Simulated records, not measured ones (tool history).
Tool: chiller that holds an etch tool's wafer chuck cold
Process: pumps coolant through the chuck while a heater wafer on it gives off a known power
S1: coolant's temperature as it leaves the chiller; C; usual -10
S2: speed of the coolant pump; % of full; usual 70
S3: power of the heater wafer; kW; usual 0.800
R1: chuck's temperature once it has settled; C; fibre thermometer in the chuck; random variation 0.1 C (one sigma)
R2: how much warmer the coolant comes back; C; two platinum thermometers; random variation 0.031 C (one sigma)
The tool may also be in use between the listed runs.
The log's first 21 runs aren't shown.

| run | hour | S1 | S2 | S3 | R1 | R2 |
|---|---|---|---|---|---|---|
| 22 | 2730.4 | -13 | 82 | 0.929 | -4.4 | 3.06 |
| 23 | 2872.7 | -13 | 82 | 0.929 | -4.3 | 3.08 |
| 24 | 3043.9 | -8 | 99 | 0.641 | -2.8 | 1.80 |
| 25 | 3207.7 | -7 | 66 | 1.186 | 6.0 | 4.93 |
|  | 3372.9 | chiller's thermometer calibrated |
| 26 | 3379.9 | -7 | 66 | 1.186 | 6.0 | 4.96 |
| 27 | 3541.4 | -10 | 75 | 1.184 | 1.9 | 4.23 |
| 28 | 3698.7 | -2 | 71 | 0.431 | 2.5 | 1.68 |
| 29 | 3788.4 | -7 | 68 | 0.531 | -1.7 | 2.09 |
| 30 | 3985.3 | -7 | 68 | 0.531 | -1.3 | 2.09 |
| 31 | 4154.2 | -7 | 68 | 0.531 | -1.1 | 2.13 |
|  | 4263.0 | coolant pump overhauled |
| 32 | 4323.4 | -6 | 80 | 0.409 | -2.0 | 1.42 |

Forecast each of these 4 alternatives for the next run:
| A | 4439.5 | -11 | 99 | 0.833 | ? | ? |
| B | 4439.5 | -6 | 80 | 0.652 | ? | ? |
| C | 4439.5 | -16 | 70 | 0.859 | ? | ? |
| D | 4439.5 | -16 | 96 | 0.918 | ? | ? |

| run | R1 | R2 |
|---|---|---|
| A | -4.2 | 2.26 |
| B | 0.0 | 2.24 |
| C | -6.8 | 3.34 |
| D | -8.3 | 2.53 |
Without the tool's hidden state the same runs would have given:
| run | R1 | R2 |
|---|---|---|
| A | -4.2 | 2.26 |
| B | -0.1 | 2.24 |
| C | -6.8 | 3.34 |
| D | -8.4 | 2.53 |

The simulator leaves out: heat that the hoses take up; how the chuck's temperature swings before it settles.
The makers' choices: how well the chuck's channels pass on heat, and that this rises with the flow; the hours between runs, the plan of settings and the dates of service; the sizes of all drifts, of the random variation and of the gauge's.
